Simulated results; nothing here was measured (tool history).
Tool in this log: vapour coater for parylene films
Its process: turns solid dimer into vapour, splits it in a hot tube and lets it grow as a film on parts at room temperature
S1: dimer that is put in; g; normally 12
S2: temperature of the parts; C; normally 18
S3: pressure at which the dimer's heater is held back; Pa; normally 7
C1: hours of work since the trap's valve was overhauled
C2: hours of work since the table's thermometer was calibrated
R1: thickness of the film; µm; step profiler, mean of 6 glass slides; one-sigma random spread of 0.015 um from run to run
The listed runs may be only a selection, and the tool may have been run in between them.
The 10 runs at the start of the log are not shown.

run 11 hour=334.3 | S1=12 S2=18 S3=2.65 | C1=216 C2=861 | R1=2.48
run 12 hour=367.2 | S1=12 S2=18 S3=2.65 | C1=232 C2=878 | R1=2.48
run 13 hour=399.7 | S1=12 S2=18 S3=2.65 | C1=248 C2=894 | R1=2.45
run 14 hour=438.1 | S1=12 S2=18 S3=3.04 | C1=267 C2=913 | R1=2.4
run 15 hour=480.8 | S1=12 S2=18 S3=3.04 | C1=289 C2=934 | R1=2.38
run 16 hour=522.7 | S1=12 S2=18 S3=2.82 | C1=310 C2=955 | R1=2.4
run 17 hour=577.2 | S1=14 S2=13 S3=2.63 | C1=337 C2=982 | R1=3.06
run 18 hour=632.2 | S1=11 S2=29 S3=7 | C1=364 C2=1009 | R1=1.56
run 19 hour=677.7 | S1=6 S2=13 S3=2.74 | C1=387 C2=1032 | R1=1.3
run 20 hour=714.6 | S1=22 S2=20 S3=2.17 | C1=405 C2=1050 | R1=4.37
run 21 hour=768.2 | S1=12 S2=16 S3=4.84 | C1=432 C2=1077 | R1=2.17
run 22 hour=797.1 | S1=16 S2=28 S3=3.68 | C1=446 C2=1092 | R1=2.54
run 23 hour=820.3 | S1=7 S2=15 S3=5.15 | C1=458 C2=1103 | R1=1.28
-- hour=831.9 trap's valve overhauled
run 24 hour=853 | S1=7 S2=15 S3=5.15 | C1=11 C2=1117 | R1=1.38
run 25 hour=901.4 | S1=7 S2=15 S3=5.15 | C1=35 C2=1141 | R1=1.39
run 26 hour=932.5 | S1=12 S2=20 S3=3.19 | C1=50 C2=1157 | R1=2.4
run 27 hour=971.6 | S1=6 S2=11 S3=7.46 | C1=70 C2=1176 | R1=1.17
run 28 hour=1019 | S1=6 S2=11 S3=7.46 | C1=93 C2=1200 | R1=1.19
run 29 hour=1049.1 | S1=12 S2=18 S3=6.87 | C1=108 C2=1215 | R1=2.14
run 30 hour=1080.2 | S1=12 S2=18 S3=3.98 | C1=124 C2=1230 | R1=2.32

Consider 3 possible next runs. They are alternatives, not a sequence: every one starts from the tool as it was left by run 30. What does each give?
run A hour=1125.4 | S1=12 S2=15 S3=7 | C1=146 C2=1253 | R1=?
run B hour=1125.4 | S1=18 S2=11 S3=6.85 | C1=146 C2=1253 | R1=?
run C hour=1125.4 | S1=12 S2=27 S3=4.88 | C1=146 C2=1253 | R1=?

run=A R1=2.19
run=B R1=3.54
run=C R1=1.94
Without the tool's unlogged condition, the same runs would have read:
run=A R1=2.27
run=B R1=3.67
run=C R1=2.01
